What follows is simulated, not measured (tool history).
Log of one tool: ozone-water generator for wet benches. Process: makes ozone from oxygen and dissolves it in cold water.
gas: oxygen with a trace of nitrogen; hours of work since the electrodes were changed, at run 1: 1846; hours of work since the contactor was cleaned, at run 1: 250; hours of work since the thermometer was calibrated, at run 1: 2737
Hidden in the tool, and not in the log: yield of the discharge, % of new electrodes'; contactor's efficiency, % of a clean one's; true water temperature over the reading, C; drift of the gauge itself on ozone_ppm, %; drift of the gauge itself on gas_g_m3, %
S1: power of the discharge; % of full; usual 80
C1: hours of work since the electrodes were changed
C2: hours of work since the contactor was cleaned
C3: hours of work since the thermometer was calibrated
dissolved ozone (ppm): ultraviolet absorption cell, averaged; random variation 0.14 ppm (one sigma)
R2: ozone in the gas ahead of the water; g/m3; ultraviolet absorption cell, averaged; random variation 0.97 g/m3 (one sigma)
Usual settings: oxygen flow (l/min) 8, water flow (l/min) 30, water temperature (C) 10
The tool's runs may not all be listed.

run 1 hour=0 | S1=80 oxygen_flow_(l/min)=8 water_flow_(l/min)=30 water_temperature_(C)=10 | C1=1846 C2=250 C3=2737 | dissolved_ozone_(ppm)=17.1 R2=167.5
run 2 hour=104.1 | S1=80 oxygen_flow_(l/min)=8 water_flow_(l/min)=30 water_temperature_(C)=10 | C1=1942 C2=345 C3=2833 | dissolved_ozone_(ppm)=17 R2=165.5
run 3 hour=194 | S1=80 oxygen_flow_(l/min)=8 water_flow_(l/min)=30 water_temperature_(C)=10 | C1=2024 C2=428 C3=2915 | dissolved_ozone_(ppm)=17.4 R2=164.8
run 4 hour=272.8 | S1=80 oxygen_flow_(l/min)=8 water_flow_(l/min)=30 water_temperature_(C)=11 | C1=2097 C2=500 C3=2988 | dissolved_ozone_(ppm)=16.8 R2=166.3
run 5 hour=370.9 | S1=80 oxygen_flow_(l/min)=8 water_flow_(l/min)=36 water_temperature_(C)=11 | C1=2187 C2=590 C3=3078 | dissolved_ozone_(ppm)=14.5 R2=166.1
run 6 hour=450.6 | S1=80 oxygen_flow_(l/min)=8 water_flow_(l/min)=36 water_temperature_(C)=11 | C1=2260 C2=663 C3=3151 | dissolved_ozone_(ppm)=14.5 R2=165.3
run 7 hour=554.2 | S1=69 oxygen_flow_(l/min)=8 water_flow_(l/min)=30 water_temperature_(C)=10 | C1=2355 C2=758 C3=3246 | dissolved_ozone_(ppm)=15.3 R2=148
run 8 hour=602.2 | S1=69 oxygen_flow_(l/min)=8 water_flow_(l/min)=30 water_temperature_(C)=10 | C1=2399 C2=802 C3=3290 | dissolved_ozone_(ppm)=15.2 R2=145.6
run 9 hour=662.7 | S1=69 oxygen_flow_(l/min)=8 water_flow_(l/min)=30 water_temperature_(C)=10 | C1=2455 C2=858 C3=3345 | dissolved_ozone_(ppm)=15.3 R2=146.7
run 10 hour=734.6 | S1=69 oxygen_flow_(l/min)=8 water_flow_(l/min)=30 water_temperature_(C)=10 | C1=2521 C2=924 C3=3411 | dissolved_ozone_(ppm)=15.1 R2=145.2
run 11 hour=833.5 | S1=69 oxygen_flow_(l/min)=8 water_flow_(l/min)=30 water_temperature_(C)=10 | C1=2611 C2=1015 C3=3502 | dissolved_ozone_(ppm)=15.3 R2=147.5
run 12 hour=895.8 | S1=69 oxygen_flow_(l/min)=8 water_flow_(l/min)=30 water_temperature_(C)=10 | C1=2669 C2=1072 C3=3559 | dissolved_ozone_(ppm)=15.2 R2=147.5
run 13 hour=973.5 | S1=69 oxygen_flow_(l/min)=8 water_flow_(l/min)=30 water_temperature_(C)=10 | C1=2740 C2=1143 C3=3631 | dissolved_ozone_(ppm)=15.3 R2=145.6
run 14 hour=1063.5 | S1=43 oxygen_flow_(l/min)=11.59 water_flow_(l/min)=35 water_temperature_(C)=10 | C1=2822 C2=1226 C3=3713 | dissolved_ozone_(ppm)=8.9 R2=79.5
run 15 hour=1124.6 | S1=77 oxygen_flow_(l/min)=11.59 water_flow_(l/min)=35 water_temperature_(C)=14 | C1=2878 C2=1282 C3=3769 | dissolved_ozone_(ppm)=13.4 R2=123.2
run 16 hour=1215.8 | S1=81 oxygen_flow_(l/min)=8 water_flow_(l/min)=31 water_temperature_(C)=13 | C1=2962 C2=1366 C3=3853 | dissolved_ozone_(ppm)=16.1 R2=163.8
run 17 hour=1306.5 | S1=74 oxygen_flow_(l/min)=4.27 water_flow_(l/min)=35 water_temperature_(C)=10 | C1=3045 C2=1449 C3=3936 | dissolved_ozone_(ppm)=13.8 R2=236.3
run 18 hour=1364.6 | S1=53 oxygen_flow_(l/min)=8 water_flow_(l/min)=41 water_temperature_(C)=10 | C1=3099 C2=1502 C3=3990 | dissolved_ozone_(ppm)=9.2 R2=117.7
run 19 hour=1420.7 | S1=48 oxygen_flow_(l/min)=10.12 water_flow_(l/min)=30 water_temperature_(C)=8 | C1=3150 C2=1554 C3=4041 | dissolved_ozone_(ppm)=11.5 R2=92.9
run 20 hour=1505.6 | S1=50 oxygen_flow_(l/min)=8.23 water_flow_(l/min)=34 water_temperature_(C)=8 | C1=3228 C2=1632 C3=4119 | dissolved_ozone_(ppm)=11 R2=110
run 21 hour=1582 | S1=50 oxygen_flow_(l/min)=8.23 water_flow_(l/min)=34 water_temperature_(C)=15 | C1=3298 C2=1702 C3=4189 | dissolved_ozone_(ppm)=9.9 R2=110.1
run 22 hour=1642.9 | S1=50 oxygen_flow_(l/min)=8.23 water_flow_(l/min)=34 water_temperature_(C)=15 | C1=3354 C2=1758 C3=4245 | dissolved_ozone_(ppm)=9.9 R2=111.1
run 23 hour=1722.4 | S1=50 oxygen_flow_(l/min)=8.23 water_flow_(l/min)=34 water_temperature_(C)=15 | C1=3427 C2=1831 C3=4318 | dissolved_ozone_(ppm)=10.1 R2=110.8

Forecast each of these 3 alternatives for the next run:
run A hour=1787.6 | S1=59 oxygen_flow_(l/min)=8.23 water_flow_(l/min)=34 water_temperature_(C)=15 | C1=3487 C2=1890 C3=4378 | dissolved_ozone_(ppm)=? R2=?
run B hour=1787.6 | S1=50 oxygen_flow_(l/min)=8.23 water_flow_(l/min)=34 water_temperature_(C)=12 | C1=3487 C2=1890 C3=4378 | dissolved_ozone_(ppm)=? R2=?
run C hour=1787.6 | S1=50 oxygen_flow_(l/min)=4.94 water_flow_(l/min)=43 water_temperature_(C)=11 | C1=3487 C2=1890 C3=4378 | dissolved_ozone_(ppm)=? R2=?

run=A dissolved_ozone_(ppm)=11.4 R2=126.8
run=B dissolved_ozone_(ppm)=10.2 R2=108.8
run=C dissolved_ozone_(ppm)=8 R2=155.2
Without the tool's hidden state the same runs would have given:
run=A dissolved_ozone_(ppm)=11.4 R2=130.2
run=B dissolved_ozone_(ppm)=10.3 R2=111.7
run=C dissolved_ozone_(ppm)=8.1 R2=159.3
